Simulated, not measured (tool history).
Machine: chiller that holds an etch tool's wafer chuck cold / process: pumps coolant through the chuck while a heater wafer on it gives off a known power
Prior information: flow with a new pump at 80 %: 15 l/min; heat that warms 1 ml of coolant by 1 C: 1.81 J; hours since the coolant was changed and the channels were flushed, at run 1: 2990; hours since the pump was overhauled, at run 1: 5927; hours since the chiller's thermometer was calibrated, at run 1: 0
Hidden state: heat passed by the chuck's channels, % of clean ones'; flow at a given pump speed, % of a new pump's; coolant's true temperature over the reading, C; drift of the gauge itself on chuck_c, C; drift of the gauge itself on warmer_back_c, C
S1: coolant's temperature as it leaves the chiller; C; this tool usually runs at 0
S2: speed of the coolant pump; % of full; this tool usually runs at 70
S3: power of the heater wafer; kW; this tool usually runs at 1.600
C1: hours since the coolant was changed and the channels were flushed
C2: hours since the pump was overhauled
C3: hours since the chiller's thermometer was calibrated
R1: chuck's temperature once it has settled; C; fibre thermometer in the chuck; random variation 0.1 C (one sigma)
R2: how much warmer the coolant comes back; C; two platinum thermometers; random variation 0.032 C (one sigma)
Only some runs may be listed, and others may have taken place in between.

run 1 day=0.000 | S1=0 S2=70 S3=1.600 | C1=2990 C2=5927 C3=0 | R1=12.9 R2=4.66
run 2 day=5.575 | S1=0 S2=70 S3=1.600 | C1=3124 C2=6061 C3=134 | R1=12.9 R2=4.71
run 3 day=10.671 | S1=0 S2=70 S3=1.600 | C1=3247 C2=6183 C3=256 | R1=13.1 R2=4.70
run 4 day=17.833 | S1=0 S2=70 S3=1.600 | C1=3418 C2=6355 C3=428 | R1=13.2 R2=4.64
run 5 day=24.000 | S1=-9 S2=70 S3=1.600 | C1=3567 C2=6503 C3=576 | R1=4.2 R2=4.72
run 6 day=30.638 | S1=-9 S2=70 S3=1.600 | C1=3726 C2=6662 C3=735 | R1=4.2 R2=4.79
run 7 day=35.854 | S1=-9 S2=70 S3=1.600 | C1=3851 C2=6787 C3=860 | R1=4.4 R2=4.74
run 8 day=41.558 | S1=0 S2=70 S3=1.420 | C1=3988 C2=6924 C3=997 | R1=12.0 R2=4.29
run 9 day=46.888 | S1=0 S2=70 S3=1.420 | C1=4116 C2=7052 C3=1125 | R1=12.0 R2=4.30
run 10 day=51.388 | S1=-8 S2=70 S3=1.600 | C1=4224 C2=7160 C3=1233 | R1=5.5 R2=4.86
run 11 day=57.579 | S1=8 S2=70 S3=1.600 | C1=4372 C2=7309 C3=1382 | R1=21.7 R2=4.87
run 12 day=65.150 | S1=8 S2=70 S3=1.600 | C1=4554 C2=7491 C3=1564 | R1=21.8 R2=4.83
run 13 day=71.754 | S1=8 S2=70 S3=1.600 | C1=4713 C2=7649 C3=1722 | R1=22.0 R2=4.94
run 14 day=77.696 | S1=8 S2=70 S3=1.600 | C1=4855 C2=7792 C3=1865 | R1=22.2 R2=4.90
run 15 day=85.142 | S1=8 S2=70 S3=1.600 | C1=5034 C2=7970 C3=2043 | R1=22.1 R2=4.89
run 16 day=91.292 | S1=9 S2=72 S3=1.012 | C1=5181 C2=8118 C3=2191 | R1=17.8 R2=3.03
run 17 day=94.612 | S1=10 S2=70 S3=1.600 | C1=5261 C2=8198 C3=2271 | R1=24.5 R2=4.96
-- day=95.525 coolant pump overhauled
-- day=102.433 chiller's thermometer calibrated
run 18 day=102.446 | S1=0 S2=77 S3=1.808 | C1=5443 C2=165 C3=0 | R1=17.4 R2=5.76
run 19 day=107.133 | S1=7 S2=70 S3=1.600 | C1=5556 C2=278 C3=113 | R1=23.8 R2=5.62
run 20 day=112.829 | S1=-3 S2=64 S3=1.600 | C1=5692 C2=414 C3=250 | R1=15.3 R2=6.18
run 21 day=116.892 | S1=3 S2=68 S3=2.361 | C1=5790 C2=512 C3=347 | R1=28.9 R2=8.67
run 22 day=123.571 | S1=3 S2=68 S3=2.361 | C1=5950 C2=672 C3=507 | R1=28.9 R2=8.67
run 23 day=128.225 | S1=-3 S2=70 S3=0.880 | C1=6062 C2=784 C3=619 | R1=6.4 R2=3.20
run 24 day=131.638 | S1=-8 S2=73 S3=1.600 | C1=6144 C2=866 C3=701 | R1=8.7 R2=5.52

Consider 4 possible next runs. They are alternatives, not a sequence: every one starts from the tool as it was left by run 24. What does each give?
-- day=138.633 coolant changed, channels flushed
-- day=139.458 coolant pump overhauled, once more
run A day=139.458 | S1=0 S2=88 S3=1.600 | C1=15 C2=0 C3=878 | R1=? R2=?
-- day=138.633 coolant changed, channels flushed
-- day=139.458 coolant pump overhauled, once more
run B day=139.458 | S1=0 S2=99 S3=1.600 | C1=15 C2=0 C3=878 | R1=? R2=?
-- day=138.633 coolant changed, channels flushed
-- day=139.458 coolant pump overhauled, once more
run C day=139.458 | S1=-8 S2=70 S3=1.600 | C1=15 C2=0 C3=878 | R1=? R2=?
-- day=138.633 coolant changed, channels flushed
-- day=139.458 coolant pump overhauled, once more
run D day=139.458 | S1=0 S2=67 S3=0.995 | C1=15 C2=0 C3=878 | R1=? R2=?

run=A R1=8.5 R2=3.24
run=B R1=7.6 R2=2.91
run=C R1=2.1 R2=3.99
run=D R1=6.8 R2=2.59
The same runs, with their run-to-run variation unchanged, on a tool lacking any hidden condition would have given:
run=A R1=8.6 R2=3.22
run=B R1=7.7 R2=2.90
run=C R1=2.2 R2=3.96
run=D R1=6.9 R2=2.58

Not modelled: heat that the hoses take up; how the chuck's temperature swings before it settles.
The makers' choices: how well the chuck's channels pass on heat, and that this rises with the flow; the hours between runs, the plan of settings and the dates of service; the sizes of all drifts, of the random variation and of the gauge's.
